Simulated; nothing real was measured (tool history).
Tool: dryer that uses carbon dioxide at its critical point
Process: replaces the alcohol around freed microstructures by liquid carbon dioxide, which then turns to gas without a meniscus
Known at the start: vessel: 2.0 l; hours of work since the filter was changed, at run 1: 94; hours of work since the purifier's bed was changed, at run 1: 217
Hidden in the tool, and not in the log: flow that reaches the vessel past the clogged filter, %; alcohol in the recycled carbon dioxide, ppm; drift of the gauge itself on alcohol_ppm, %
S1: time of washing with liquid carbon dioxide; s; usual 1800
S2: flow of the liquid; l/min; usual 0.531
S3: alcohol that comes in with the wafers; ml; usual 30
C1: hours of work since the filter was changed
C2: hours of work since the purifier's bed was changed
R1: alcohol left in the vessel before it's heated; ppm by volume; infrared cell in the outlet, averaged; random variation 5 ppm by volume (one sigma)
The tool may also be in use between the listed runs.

{"run": 1, "hour": 0.0, "S1": 1800, "S2": 0.531, "S3": 30, "C1": 94, "C2": 217, "R1": 80}
{"run": 2, "hour": 7.4, "S1": 1800, "S2": 0.531, "S3": 30, "C1": 100, "C2": 222, "R1": 83}
{"run": 3, "hour": 17.3, "S1": 1800, "S2": 0.531, "S3": 30, "C1": 107, "C2": 229, "R1": 81}
{"run": 4, "hour": 25.0, "S1": 1800, "S2": 0.531, "S3": 107, "C1": 112, "C2": 235, "R1": 244}
{"run": 5, "hour": 35.7, "S1": 1800, "S2": 0.531, "S3": 30, "C1": 120, "C2": 243, "R1": 86}
{"run": 6, "hour": 42.9, "S1": 1800, "S2": 0.531, "S3": 30, "C1": 125, "C2": 248, "R1": 85}
{"run": 7, "hour": 55.4, "S1": 1800, "S2": 0.751, "S3": 30, "C1": 134, "C2": 257, "R1": 29}
{"run": 8, "hour": 64.8, "S1": 1800, "S2": 0.531, "S3": 30, "C1": 141, "C2": 263, "R1": 90}
{"run": 9, "hour": 71.1, "S1": 1800, "S2": 0.616, "S3": 30, "C1": 145, "C2": 268, "R1": 56}
{"run": 10, "hour": 79.8, "S1": 1800, "S2": 0.531, "S3": 30, "C1": 151, "C2": 274, "R1": 103}
{"run": 11, "hour": 86.1, "S1": 1800, "S2": 0.531, "S3": 30, "C1": 156, "C2": 279, "R1": 121}
{"run": 12, "hour": 91.9, "S1": 1800, "S2": 0.531, "S3": 30, "C1": 160, "C2": 283, "R1": 92}
{"run": 13, "hour": 99.4, "S1": 1800, "S2": 0.531, "S3": 30, "C1": 165, "C2": 288, "R1": 108}
{"run": 14, "hour": 108.8, "S1": 1800, "S2": 0.531, "S3": 30, "C1": 172, "C2": 295, "R1": 109}
{"run": 15, "hour": 116.2, "S1": 1800, "S2": 0.531, "S3": 30, "C1": 177, "C2": 300, "R1": 110}
{"run": 16, "hour": 128.2, "S1": 1800, "S2": 0.531, "S3": 30, "C1": 186, "C2": 309, "R1": 113}
{"run": 17, "hour": 140.1, "S1": 1800, "S2": 0.531, "S3": 30, "C1": 194, "C2": 317, "R1": 107}
{"run": 18, "hour": 147.0, "S1": 1800, "S2": 0.531, "S3": 30, "C1": 199, "C2": 322, "R1": 108}
{"run": 19, "hour": 159.4, "S1": 1800, "S2": 0.895, "S3": 30, "C1": 208, "C2": 331, "R1": 39}
{"run": 20, "hour": 169.6, "S1": 1800, "S2": 0.895, "S3": 30, "C1": 216, "C2": 338, "R1": 39}
{"run": 21, "hour": 178.8, "S1": 1800, "S2": 0.895, "S3": 30, "C1": 222, "C2": 345, "R1": 27}
{"run": 22, "hour": 186.1, "S1": 1800, "S2": 0.895, "S3": 30, "C1": 227, "C2": 350, "R1": 22}
{"run": 23, "hour": 195.7, "S1": 1800, "S2": 0.531, "S3": 30, "C1": 234, "C2": 357, "R1": 125}
{"hour": 202.4, "done": "inlet filter changed"}
{"run": 24, "hour": 207.5, "S1": 1800, "S2": 0.531, "S3": 30, "C1": 4, "C2": 365, "R1": 77}
{"run": 25, "hour": 218.6, "S1": 1800, "S2": 0.531, "S3": 30, "C1": 12, "C2": 373, "R1": 73}
{"run": 26, "hour": 225.9, "S1": 1800, "S2": 0.855, "S3": 30, "C1": 17, "C2": 378, "R1": 32}
{"run": 27, "hour": 233.6, "S1": 1800, "S2": 0.855, "S3": 30, "C1": 22, "C2": 383, "R1": 38}
{"run": 28, "hour": 244.7, "S1": 1080, "S2": 0.573, "S3": 30, "C1": 30, "C2": 391, "R1": 376}
{"run": 29, "hour": 251.1, "S1": 1320, "S2": 0.456, "S3": 56, "C1": 35, "C2": 396, "R1": 763}
{"run": 30, "hour": 260.8, "S1": 1920, "S2": 0.456, "S3": 99, "C1": 42, "C2": 403, "R1": 281}
{"run": 31, "hour": 266.3, "S1": 1320, "S2": 0.79, "S3": 37, "C1": 46, "C2": 407, "R1": 69}
{"run": 32, "hour": 272.6, "S1": 1800, "S2": 0.374, "S3": 30, "C1": 50, "C2": 411, "R1": 306}
{"run": 33, "hour": 280.8, "S1": 1200, "S2": 0.374, "S3": 21, "C1": 56, "C2": 417, "R1": 793}
{"run": 34, "hour": 288.7, "S1": 1200, "S2": 0.374, "S3": 21, "C1": 62, "C2": 423, "R1": 762}
{"run": 35, "hour": 295.8, "S1": 1140, "S2": 0.395, "S3": 21, "C1": 67, "C2": 428, "R1": 771}
{"run": 36, "hour": 304.4, "S1": 1800, "S2": 0.805, "S3": 102, "C1": 73, "C2": 434, "R1": 42}
{"run": 37, "hour": 315.5, "S1": 1800, "S2": 0.805, "S3": 102, "C1": 81, "C2": 442, "R1": 41}
{"run": 38, "hour": 325.9, "S1": 2400, "S2": 0.402, "S3": 30, "C1": 88, "C2": 449, "R1": 90}
{"run": 39, "hour": 336.5, "S1": 2220, "S2": 0.405, "S3": 61, "C1": 96, "C2": 457, "R1": 207}
{"run": 40, "hour": 342.9, "S1": 1680, "S2": 0.531, "S3": 37, "C1": 100, "C2": 461, "R1": 156}
{"run": 41, "hour": 349.0, "S1": 1680, "S2": 0.531, "S3": 37, "C1": 105, "C2": 466, "R1": 141}
{"run": 42, "hour": 359.2, "S1": 2400, "S2": 0.615, "S3": 23, "C1": 112, "C2": 473, "R1": 41}
{"run": 43, "hour": 371.7, "S1": 2400, "S2": 0.615, "S3": 23, "C1": 121, "C2": 482, "R1": 46}
{"run": 44, "hour": 383.0, "S1": 1800, "S2": 0.493, "S3": 90, "C1": 129, "C2": 490, "R1": 325}
{"run": 45, "hour": 393.0, "S1": 1800, "S2": 0.493, "S3": 90, "C1": 136, "C2": 497, "R1": 375}
{"run": 46, "hour": 398.7, "S1": 1800, "S2": 0.451, "S3": 120, "C1": 140, "C2": 501, "R1": 685}
{"run": 47, "hour": 404.4, "S1": 1800, "S2": 0.451, "S3": 120, "C1": 144, "C2": 505, "R1": 688}

Some steps in R1 between neighbouring runs. How much of each would the tool show without its hidden state too (settings, what came in, random variation), and how much is left for the hidden state, with any gauge scatter that isn't in both results?
Run 29 -> 30: S1 1320 -> 1920, S3 56 -> 99. R1 -482 ppm by volume: hidden state -36, all else -446.
Run 32 -> 33: S1 1800 -> 1200, S3 30 -> 21. R1 +487 ppm by volume: hidden state +46, all else +441.
Run 35 -> 36: S1 1140 -> 1800, S2 0.395 -> 0.805, S3 21 -> 102. R1 -729 ppm by volume: hidden state -94, all else -635.
Run 43 -> 44: S1 2400 -> 1800, S2 0.615 -> 0.493, S3 23 -> 90. R1 +279 ppm by volume: hidden state +120, all else +159.
Run 45 -> 46: S2 0.493 -> 0.451, S3 90 -> 120. R1 +310 ppm by volume: hidden state +127, all else +183.
